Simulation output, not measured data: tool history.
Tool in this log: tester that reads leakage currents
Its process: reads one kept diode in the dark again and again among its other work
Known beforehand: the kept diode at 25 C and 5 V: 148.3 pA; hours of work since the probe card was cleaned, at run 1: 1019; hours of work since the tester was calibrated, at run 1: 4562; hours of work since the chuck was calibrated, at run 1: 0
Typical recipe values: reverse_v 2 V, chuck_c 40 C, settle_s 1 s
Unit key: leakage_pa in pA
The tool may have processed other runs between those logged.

run      day  reverse_v  chuck_c  settle_s  hours of work since the probe card was cleaned  hours of work since the tester was calibrated  hours of work since the chuck was calibrated  leakage_pa
  1        0          2       40         1                                            1019                                           4562                                             0      318.07
  2    7.325          2       40         1                                            1128                                           4670                                           109      315.46
       9.242  -- probe card cleaned and baked
  3   15.458      10.08       40         1                                              92                                           4789                                           227      637.24
  4   23.379      10.08       40         1                                             210                                           4906                                           345      628.01
  5    29.55      10.08       40         1                                             301                                           4998                                           436      627.17
      34.175  -- tester calibrated
  6   37.446          2       40         1                                             417                                             48                                           552      299.68
  7   43.833          2       40         1                                             512                                            143                                           647      297.41
  8   48.617          2       40         1                                             583                                            214                                           718      295.84
      52.433  -- chuck's temperature calibrated
  9   53.792        3.6       40         1                                             658                                            290                                            20      403.33
 10   61.088        3.6       40         1                                             766                                            398                                           128      402.36
 11   67.375          2       40      1.15                                             860                                            491                                           222      307.96
 12   72.929          2       40      1.15                                             942                                            574                                           304      305.04
 13   80.238          2       40      1.15                                            1051                                            682                                           412      303.21
      87.671  -- probe card cleaned and baked
 14   87.842       4.94       40         1                                               3                                            793                                           523      445.96
 15   95.862       4.94       40         1                                             122                                            912                                           642      443.69
 16  103.779       4.94       40         1                                             239                                           1029                                           760      439.26
     104.533  -- chuck's temperature calibrated
 17  110.358       4.94       40         1                                             335                                           1126                                            86      466.06
 18  115.596       4.94       40         1                                             413                                           1203                                           164      462.19
 19  119.579       4.94       40         1                                             472                                           1262                                           223         460
 20  124.867      16.02       27      0.35                                             550                                           1341                                           302      298.26
 21  128.838      16.02       27      0.35                                             609                                           1400                                           360      297.85
 22   134.55      16.02       27      0.35                                             694                                           1484                                           445      295.92
 23  139.833       2.14       51      0.35                                             772                                           1563                                           524      676.21
 24  145.875       1.78       33      1.17                                             862                                           1652                                           613      169.73
 25  151.179       1.78       33      1.17                                             941                                           1731                                           692      169.76
      156.35  -- chuck's temperature calibrated
 26  156.408          2       38         1                                            1017                                           1807                                             1      273.66
 27  160.846      14.09       52         1                                            1083                                           1873                                            67     1711.03
         166  -- probe card cleaned and baked
 28  166.542      14.09       52         1                                               8                                           1956                                           149      1698.8
 29  174.479       1.16       22      2.45                                             126                                           2074                                           267       61.08
 30  181.796          2       53      6.72                                             234                                           2182                                           376      757.43
 31  189.088       1.65       45         1                                             342                                           2290                                           484      401.92
 32  196.788      14.48       32      3.16                                             457                                           2404                                           598      397.22
 33  203.633       7.72       50      3.51                                             558                                           2506                                           699     1098.86
     208.542  -- chuck's temperature calibrated
 34  210.729          2       40      0.72                                             662                                           2610                                            32      318.86
 35  219.388          2       40      0.72                                             791                                           2738                                           161      315.87
 36  227.762       6.68       29      1.88                                             915                                           2863                                           285      233.39
 37  236.488       9.36       59       3.9                                            1044                                           2992                                           414      2230.3
 38  241.104       2.76       28      0.89                                            1113                                           3061                                           483      145.16

Same runs, no hidden state in the tool, same run-to-run variation:
The tool's hidden condition here consists of: stray current of the dirty probe card, pA a volt; current scale over the true one, %; true chuck temperature over the reading, C; drift of the gauge itself on leakage_pa, %.
run  leakage_pa
  1       312.5
  2      312.27
  3      636.74
  4      632.05
  5      634.86
  6      311.46
  7      311.08
  8      310.83
  9      404.13
 10         406
 11      312.84
 12       311.7
 13      312.17
 14      463.73
 15      465.08
 16      463.97
 17      465.08
 18       463.4
 19      462.84
 20      299.41
 21      299.94
 22      299.31
 23         694
 24      175.61
 25      176.58
 26      269.67
 27     1693.42
 28     1695.12
 29       61.51
 30      766.93
 31      410.33
 32      407.73
 33     1136.25
 34      312.31
 35      312.03
 36      231.06
 37     2241.61
 38      146.23
